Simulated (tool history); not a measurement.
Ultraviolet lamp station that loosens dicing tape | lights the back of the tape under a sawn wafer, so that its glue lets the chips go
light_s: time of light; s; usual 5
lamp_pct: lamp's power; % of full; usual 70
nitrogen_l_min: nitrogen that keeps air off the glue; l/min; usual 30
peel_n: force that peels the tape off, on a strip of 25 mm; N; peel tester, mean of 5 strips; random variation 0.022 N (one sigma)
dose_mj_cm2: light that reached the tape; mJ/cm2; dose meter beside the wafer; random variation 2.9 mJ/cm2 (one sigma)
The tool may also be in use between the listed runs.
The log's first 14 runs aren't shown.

| run | hour | light_s | lamp_pct | nitrogen_l_min | peel_n | dose_mj_cm2 |
|---|---|---|---|---|---|---|
| 15 | 335.8 | 5 | 70 | 18 | 1.409 | 417 |
|  | 349.2 | lamp changed |
| 16 | 360.4 | 5 | 96 | 30 | 0.555 | 567 |
| 17 | 386.3 | 5 | 96 | 30 | 0.57 | 570 |
|  | 391.3 | window cleaned of glue's vapour |
| 18 | 419.1 | 5 | 87 | 15 | 1.152 | 515 |
| 19 | 445.3 | 4 | 74 | 52 | 1.165 | 351 |
| 20 | 472.2 | 5 | 74 | 46 | 0.794 | 441 |
| 21 | 503.4 | 4 | 90 | 46 | 0.809 | 425 |
| 22 | 522.6 | 4 | 90 | 46 | 0.777 | 424 |
| 23 | 546.5 | 2 | 78 | 28 | 3.115 | 187 |
| 24 | 566.5 | 3 | 64 | 31 | 2.526 | 228 |
| 25 | 580.3 | 3 | 64 | 31 | 2.481 | 228 |
| 26 | 608.4 | 7 | 82 | 56 | 0.242 | 678 |
| 27 | 622 | 9 | 68 | 56 | 0.204 | 731 |
| 28 | 642 | 9 | 68 | 56 | 0.195 | 725 |
| 29 | 661.5 | 2 | 83 | 56 | 2.418 | 195 |
| 30 | 690.4 | 3 | 81 | 56 | 1.461 | 286 |
| 31 | 712 | 5 | 72 | 26 | 1.142 | 426 |
| 32 | 744.5 | 5 | 72 | 26 | 1.118 | 426 |

3 ways to go on from here, each from the tool as it stands after run 32. What would each give?
| A | 759.6 | 5 | 72 | 26 | ? | ? |
| B | 759.6 | 4 | 75 | 45 | ? | ? |
| C | 759.6 | 5 | 70 | 28 | ? | ? |

| run | peel_n | dose_mj_cm2 |
|---|---|---|
| A | 1.054 | 427 |
| B | 1.149 | 358 |
| C | 1.133 | 416 |
Without the tool's hidden state the same runs would have given:
| run | peel_n | dose_mj_cm2 |
|---|---|---|
| A | 1.052 | 427 |
| B | 1.147 | 358 |
| C | 1.131 | 417 |

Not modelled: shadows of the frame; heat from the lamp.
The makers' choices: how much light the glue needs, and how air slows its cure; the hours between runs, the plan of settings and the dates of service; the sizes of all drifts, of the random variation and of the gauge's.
